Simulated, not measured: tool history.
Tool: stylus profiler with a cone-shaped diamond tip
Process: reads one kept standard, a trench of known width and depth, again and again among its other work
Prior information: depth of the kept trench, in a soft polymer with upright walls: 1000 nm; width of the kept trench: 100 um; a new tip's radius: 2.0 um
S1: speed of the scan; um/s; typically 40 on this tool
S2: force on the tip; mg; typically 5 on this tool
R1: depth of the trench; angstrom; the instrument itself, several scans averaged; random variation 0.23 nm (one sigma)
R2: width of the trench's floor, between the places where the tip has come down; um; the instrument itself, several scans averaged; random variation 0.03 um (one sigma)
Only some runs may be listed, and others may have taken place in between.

{"run": 1, "day": 0.0, "S1": 40, "S2": 5, "R1": 10134.7, "R2": 96.31}
{"run": 2, "day": 0.833, "S1": 40, "S2": 5, "R1": 10134.7, "R2": 96.3}
{"run": 3, "day": 1.2, "S1": 40, "S2": 5, "R1": 10134.0, "R2": 96.4}
{"run": 4, "day": 1.658, "S1": 40, "S2": 5, "R1": 10132.9, "R2": 96.36}
{"run": 5, "day": 2.308, "S1": 40, "S2": 5, "R1": 10128.7, "R2": 96.38}
{"run": 6, "day": 3.083, "S1": 40, "S2": 5, "R1": 10135.2, "R2": 96.38}

Expected results for the next run?
{"run": 7, "day": 3.8, "S1": 40, "S2": 5, "R1": "?", "R2": "?"}

{"run 7": {"R1": 10134.8, "R2": 96.3}}
Minus the tool's unlogged condition, the same run would have read R1 10134.9 angstrom, R2 96.30 um.

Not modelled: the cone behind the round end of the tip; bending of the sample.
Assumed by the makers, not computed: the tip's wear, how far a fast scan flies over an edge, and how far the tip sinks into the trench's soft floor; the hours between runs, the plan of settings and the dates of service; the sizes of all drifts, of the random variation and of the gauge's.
